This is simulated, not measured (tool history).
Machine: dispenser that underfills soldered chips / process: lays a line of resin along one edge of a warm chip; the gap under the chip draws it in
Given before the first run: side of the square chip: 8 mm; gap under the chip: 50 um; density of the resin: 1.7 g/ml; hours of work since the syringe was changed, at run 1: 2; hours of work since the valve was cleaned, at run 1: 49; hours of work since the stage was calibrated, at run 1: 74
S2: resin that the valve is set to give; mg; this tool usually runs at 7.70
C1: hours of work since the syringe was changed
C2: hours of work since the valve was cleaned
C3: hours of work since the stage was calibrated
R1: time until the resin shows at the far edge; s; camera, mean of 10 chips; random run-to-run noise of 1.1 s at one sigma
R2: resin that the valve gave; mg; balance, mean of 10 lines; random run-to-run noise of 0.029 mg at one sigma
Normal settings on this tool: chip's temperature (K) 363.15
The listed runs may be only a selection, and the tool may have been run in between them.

run 1 hour=0.0 | chip's_temperature_(K)=363.15 S2=7.70 | C1=2 C2=49 C3=74 | R1=121.0 R2=7.36
run 2 hour=2.9 | chip's_temperature_(K)=363.15 S2=9.09 | C1=4 C2=52 C3=76 | R1=136.7 R2=8.72
run 3 hour=7.8 | chip's_temperature_(K)=374.15 S2=7.70 | C1=8 C2=55 C3=80 | R1=121.4 R2=7.32
-- hour=11.6 new syringe of resin
run 4 hour=11.9 | chip's_temperature_(K)=374.15 S2=7.70 | C1=0 C2=58 C3=83 | R1=74.2 R2=7.27
run 5 hour=16.7 | chip's_temperature_(K)=363.15 S2=7.70 | C1=4 C2=62 C3=87 | R1=144.0 R2=7.32
-- hour=20.5 dispensing valve cleaned and set on the balance
run 6 hour=23.0 | chip's_temperature_(K)=363.15 S2=7.70 | C1=8 C2=2 C3=91 | R1=192.1 R2=7.66
-- hour=26.5 new syringe of resin
run 7 hour=28.1 | chip's_temperature_(K)=363.15 S2=7.70 | C1=1 C2=6 C3=95 | R1=114.7 R2=7.63
run 8 hour=31.3 | chip's_temperature_(K)=363.15 S2=7.70 | C1=4 C2=8 C3=97 | R1=137.9 R2=7.69
run 9 hour=36.9 | chip's_temperature_(K)=363.15 S2=7.70 | C1=8 C2=13 C3=102 | R1=183.6 R2=7.60
run 10 hour=39.9 | chip's_temperature_(K)=363.15 S2=8.42 | C1=10 C2=15 C3=104 | R1=215.9 R2=8.25
-- hour=40.5 new syringe of resin
run 11 hour=43.5 | chip's_temperature_(K)=359.15 S2=9.59 | C1=2 C2=18 C3=106 | R1=145.1 R2=9.48
run 12 hour=48.2 | chip's_temperature_(K)=359.15 S2=9.18 | C1=6 C2=21 C3=110 | R1=188.5 R2=9.04
-- hour=54.4 new syringe of resin
run 13 hour=54.4 | chip's_temperature_(K)=359.15 S2=9.74 | C1=0 C2=26 C3=115 | R1=124.9 R2=9.54
run 14 hour=60.0 | chip's_temperature_(K)=359.15 S2=9.74 | C1=4 C2=30 C3=119 | R1=163.7 R2=9.43
run 15 hour=62.5 | chip's_temperature_(K)=362.15 S2=6.75 | C1=6 C2=32 C3=121 | R1=184.2 R2=6.53
run 16 hour=65.9 | chip's_temperature_(K)=362.15 S2=6.75 | C1=9 C2=35 C3=124 | R1=215.7 R2=6.52

What if the next run were any one of these 3? Each begins from the tool's condition after run 16:
-- hour=68.2 new syringe of resin
run A hour=70.0 | chip's_temperature_(K)=369.15 S2=6.75 | C1=1 C2=38 C3=127 | R1=? R2=?
-- hour=68.2 new syringe of resin
run B hour=70.0 | chip's_temperature_(K)=355.15 S2=6.84 | C1=1 C2=38 C3=127 | R1=? R2=?
-- hour=68.2 new syringe of resin
run C hour=70.0 | chip's_temperature_(K)=362.15 S2=7.70 | C1=1 C2=38 C3=127 | R1=? R2=?

run=A R1=99.2 R2=6.51
run=B R1=175.4 R2=6.54
run=C R1=126.5 R2=7.45
Without the tool's hidden state the same runs would have given:
run=A R1=86.2 R2=6.75
run=B R1=152.4 R2=6.78
run=C R1=110.6 R2=7.72
